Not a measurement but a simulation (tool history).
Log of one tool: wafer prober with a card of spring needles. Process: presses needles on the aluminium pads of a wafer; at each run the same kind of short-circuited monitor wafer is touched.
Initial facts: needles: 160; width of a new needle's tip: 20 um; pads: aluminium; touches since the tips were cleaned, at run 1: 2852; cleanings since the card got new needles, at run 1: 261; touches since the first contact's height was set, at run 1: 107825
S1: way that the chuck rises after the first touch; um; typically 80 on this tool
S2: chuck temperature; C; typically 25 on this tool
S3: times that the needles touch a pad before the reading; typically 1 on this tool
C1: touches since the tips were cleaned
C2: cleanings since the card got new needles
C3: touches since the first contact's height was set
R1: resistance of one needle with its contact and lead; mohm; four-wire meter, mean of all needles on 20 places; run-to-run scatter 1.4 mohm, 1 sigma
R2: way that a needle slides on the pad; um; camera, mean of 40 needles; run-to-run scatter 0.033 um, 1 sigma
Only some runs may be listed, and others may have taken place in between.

| run | day | S1 | S2 | S3 | C1 | C2 | C3 | R1 | R2 |
|---|---|---|---|---|---|---|---|---|---|
| 1 | 0 | 80 | 25 | 1 | 2852 | 261 | 107825 | 119 | 16.22 |
|  | 0.217 | tips cleaned on abrasive film |
|  | 0.746 | tips cleaned on abrasive film |
|  | 1.175 | tips cleaned on abrasive film |
|  | 1.6 | tips cleaned on abrasive film |
|  | 2.025 | tips cleaned on abrasive film |
|  | 2.454 | tips cleaned on abrasive film |
|  | 2.879 | tips cleaned on abrasive film |
| 2 | 2.983 | 80 | 25 | 1 | 1264 | 268 | 143237 | 121 | 16.19 |
|  | 3.304 | tips cleaned on abrasive film |
|  | 3.733 | tips cleaned on abrasive film |
|  | 4.262 | tips cleaned on abrasive film |
|  | 4.692 | tips cleaned on abrasive film |
|  | 5.117 | tips cleaned on abrasive film |
|  | 5.546 | tips cleaned on abrasive film |
|  | 5.971 | tips cleaned on abrasive film |
| 3 | 6.125 | 80 | 25 | 1 | 1845 | 275 | 180495 | 119 | 16.23 |
|  | 6.446 | tips cleaned on abrasive film |
|  | 6.871 | tips cleaned on abrasive film |
|  | 7.3 | tips cleaned on abrasive film |
|  | 7.829 | tips cleaned on abrasive film |
| 4 | 8.1 | 80 | 25 | 1 | 3219 | 279 | 203949 | 118 | 16.28 |
|  | 8.312 | tips cleaned on abrasive film |
|  | 8.742 | tips cleaned on abrasive film |
|  | 9.167 | tips cleaned on abrasive film |
|  | 9.7 | tips cleaned on abrasive film |
|  | 9.817 | height of the first contact set anew |
|  | 10.138 | tips cleaned on abrasive film |
|  | 10.562 | tips cleaned on abrasive film |
|  | 10.992 | tips cleaned on abrasive film |
|  | 11.417 | tips cleaned on abrasive film |
| 5 | 11.525 | 80 | 25 | 1 | 1281 | 287 | 20252 | 119 | 16.22 |
|  | 11.946 | tips cleaned on abrasive film |
|  | 12.479 | tips cleaned on abrasive film |
|  | 12.904 | tips cleaned on abrasive film |
|  | 13.333 | tips cleaned on abrasive film |
| 6 | 13.346 | 80 | 25 | 1 | 163 | 291 | 41875 | 117 | 16.22 |
|  | 13.771 | tips cleaned on abrasive film |
|  | 14.2 | tips cleaned on abrasive film |
|  | 14.729 | tips cleaned on abrasive film |
|  | 15.262 | tips cleaned on abrasive film |
|  | 15.692 | tips cleaned on abrasive film |
| 7 | 15.871 | 80 | 25 | 1 | 2147 | 296 | 71849 | 118 | 16.21 |
|  | 16.192 | tips cleaned on abrasive film |
|  | 16.692 | card fitted with new needles |
|  | 17.117 | tips cleaned on abrasive film |
|  | 17.542 | tips cleaned on abrasive film |
|  | 18.075 | tips cleaned on abrasive film |
|  | 18.5 | tips cleaned on abrasive film |
|  | 18.929 | tips cleaned on abrasive film |
| 8 | 19.346 | 80 | 25 | 1 | 5001 | 5 | 31560 | 120 | 16.29 |
|  | 19.454 | tips cleaned on abrasive film |
|  | 19.883 | tips cleaned on abrasive film |
|  | 20.412 | tips cleaned on abrasive film |
|  | 20.946 | tips cleaned on abrasive film |
|  | 21.371 | tips cleaned on abrasive film |
|  | 21.8 | tips cleaned on abrasive film |
|  | 22.329 | tips cleaned on abrasive film |
|  | 22.817 | tips cleaned on abrasive film |
| 9 | 22.817 | 80 | 34 | 1 | 0 | 13 | 72733 | 120 | 16.29 |
|  | 23.346 | tips cleaned on abrasive film |
|  | 23.775 | tips cleaned on abrasive film |
|  | 24.2 | tips cleaned on abrasive film |
|  | 24.733 | tips cleaned on abrasive film |
|  | 25.262 | tips cleaned on abrasive film |
|  | 25.796 | tips cleaned on abrasive film |
|  | 26.329 | tips cleaned on abrasive film |
| 10 | 26.633 | 80 | 34 | 1 | 3654 | 20 | 118123 | 121 | 16.3 |
|  | 26.85 | tips cleaned on abrasive film |
|  | 27.379 | tips cleaned on abrasive film |
|  | 27.808 | tips cleaned on abrasive film |
|  | 28.338 | tips cleaned on abrasive film |
|  | 28.871 | tips cleaned on abrasive film |
|  | 29.296 | tips cleaned on abrasive film |
|  | 29.725 | tips cleaned on abrasive film |
|  | 30.258 | tips cleaned on abrasive film |
| 11 | 30.625 | 80 | 34 | 1 | 4411 | 28 | 165535 | 121 | 16.26 |
|  | 30.733 | tips cleaned on abrasive film |
|  | 31.162 | tips cleaned on abrasive film |
|  | 31.588 | tips cleaned on abrasive film |
|  | 32.012 | tips cleaned on abrasive film |
|  | 32.442 | tips cleaned on abrasive film |
|  | 32.971 | tips cleaned on abrasive film |
| 12 | 33.221 | 61 | 43 | 1 | 2963 | 34 | 196322 | 127 | 12.4 |
|  | 33.433 | tips cleaned on abrasive film |
|  | 33.862 | tips cleaned on abrasive film |
|  | 34.288 | tips cleaned on abrasive film |
|  | 34.821 | tips cleaned on abrasive film |
|  | 35.35 | tips cleaned on abrasive film |
|  | 35.575 | height of the first contact set anew |
|  | 35.896 | tips cleaned on abrasive film |
|  | 36.429 | tips cleaned on abrasive film |
| 13 | 36.45 | 80 | 54 | 2 | 257 | 41 | 10375 | 123 | 16.32 |
|  | 36.875 | tips cleaned on abrasive film |
|  | 37.304 | tips cleaned on abrasive film |
|  | 37.729 | tips cleaned on abrasive film |
|  | 38.262 | tips cleaned on abrasive film |
|  | 38.688 | tips cleaned on abrasive film |
|  | 39.112 | tips cleaned on abrasive film |
| 14 | 39.138 | 72 | 25 | 2 | 300 | 47 | 42292 | 122 | 14.62 |
|  | 39.567 | tips cleaned on abrasive film |
|  | 39.992 | tips cleaned on abrasive film |
|  | 40.525 | tips cleaned on abrasive film |
|  | 41.054 | tips cleaned on abrasive film |
| 15 | 41.304 | 60 | 25 | 1 | 2981 | 51 | 68040 | 125 | 12.29 |
|  | 41.521 | tips cleaned on abrasive film |
|  | 41.946 | tips cleaned on abrasive film |
|  | 42.375 | tips cleaned on abrasive film |
|  | 42.8 | tips cleaned on abrasive film |
|  | 43.225 | tips cleaned on abrasive film |
| 16 | 43.246 | 80 | 53 | 1 | 243 | 56 | 91047 | 121 | 16.29 |
|  | 43.671 | tips cleaned on abrasive film |
|  | 44.1 | tips cleaned on abrasive film |
|  | 44.633 | tips cleaned on abrasive film |
|  | 45.058 | tips cleaned on abrasive film |
|  | 45.483 | tips cleaned on abrasive film |
|  | 45.912 | tips cleaned on abrasive film |
| 17 | 45.95 | 73 | 69 | 1 | 456 | 62 | 123122 | 128 | 14.88 |
|  | 46.375 | tips cleaned on abrasive film |
|  | 46.908 | tips cleaned on abrasive film |
|  | 47.333 | tips cleaned on abrasive film |
|  | 47.758 | tips cleaned on abrasive film |
| 18 | 47.912 | 94 | 82 | 1 | 1824 | 66 | 146447 | 123 | 19.18 |
|  | 48.233 | tips cleaned on abrasive film |
|  | 48.658 | tips cleaned on abrasive film |
|  | 49.088 | tips cleaned on abrasive film |
|  | 49.512 | tips cleaned on abrasive film |
| 19 | 49.788 | 67 | 82 | 1 | 3304 | 70 | 168721 | 134 | 13.68 |
|  | 50.004 | tips cleaned on abrasive film |
|  | 50.429 | tips cleaned on abrasive film |
|  | 50.858 | tips cleaned on abrasive film |
|  | 51.388 | tips cleaned on abrasive film |
|  | 51.817 | tips cleaned on abrasive film |
|  | 52.242 | tips cleaned on abrasive film |
| 20 | 52.388 | 67 | 64 | 1 | 1743 | 76 | 199553 | 130 | 13.67 |
|  | 52.708 | tips cleaned on abrasive film |
|  | 53.133 | tips cleaned on abrasive film |
|  | 53.562 | tips cleaned on abrasive film |
|  | 53.988 | tips cleaned on abrasive film |
|  | 54.421 | height of the first contact set anew |
|  | 54.533 | tips cleaned on abrasive film |
| 21 | 54.583 | 67 | 64 | 1 | 595 | 81 | 1861 | 130 | 13.63 |

What if the next run were any one of these 4? Each begins from the tool's condition after run 21:
|  | 55.008 | tips cleaned on abrasive film |
|  | 55.433 | tips cleaned on abrasive film |
|  | 55.862 | tips cleaned on abrasive film |
|  | 56.392 | tips cleaned on abrasive film |
|  | 56.925 | tips cleaned on abrasive film |
|  | 57.458 | tips cleaned on abrasive film |
|  | 57.883 | tips cleaned on abrasive film |
| A | 58.225 | 80 | 25 | 3 | 4101 | 88 | 45169 | ? | ? |
|  | 55.008 | tips cleaned on abrasive film |
|  | 55.433 | tips cleaned on abrasive film |
|  | 55.862 | tips cleaned on abrasive film |
|  | 56.392 | tips cleaned on abrasive film |
|  | 56.925 | tips cleaned on abrasive film |
|  | 57.458 | tips cleaned on abrasive film |
|  | 57.883 | tips cleaned on abrasive film |
| B | 58.225 | 74 | 61 | 2 | 4101 | 88 | 45169 | ? | ? |
|  | 55.008 | tips cleaned on abrasive film |
|  | 55.433 | tips cleaned on abrasive film |
|  | 55.862 | tips cleaned on abrasive film |
|  | 56.392 | tips cleaned on abrasive film |
|  | 56.925 | tips cleaned on abrasive film |
|  | 57.458 | tips cleaned on abrasive film |
|  | 57.883 | tips cleaned on abrasive film |
| C | 58.225 | 68 | 79 | 2 | 4101 | 88 | 45169 | ? | ? |
|  | 55.008 | tips cleaned on abrasive film |
|  | 55.433 | tips cleaned on abrasive film |
|  | 55.862 | tips cleaned on abrasive film |
|  | 56.392 | tips cleaned on abrasive film |
|  | 56.925 | tips cleaned on abrasive film |
|  | 57.458 | tips cleaned on abrasive film |
|  | 57.883 | tips cleaned on abrasive film |
| D | 58.225 | 65 | 64 | 1 | 4101 | 88 | 45169 | ? | ? |

| run | R1 | R2 |
|---|---|---|
| A | 119 | 16.3 |
| B | 127 | 15.13 |
| C | 133 | 13.88 |
| D | 131 | 13.27 |
What these runs would have given with no unlogged condition in the tool:
| run | R1 | R2 |
|---|---|---|
| A | 119 | 16.18 |
| B | 127 | 15.02 |
| C | 133 | 13.78 |
| D | 131 | 13.18 |
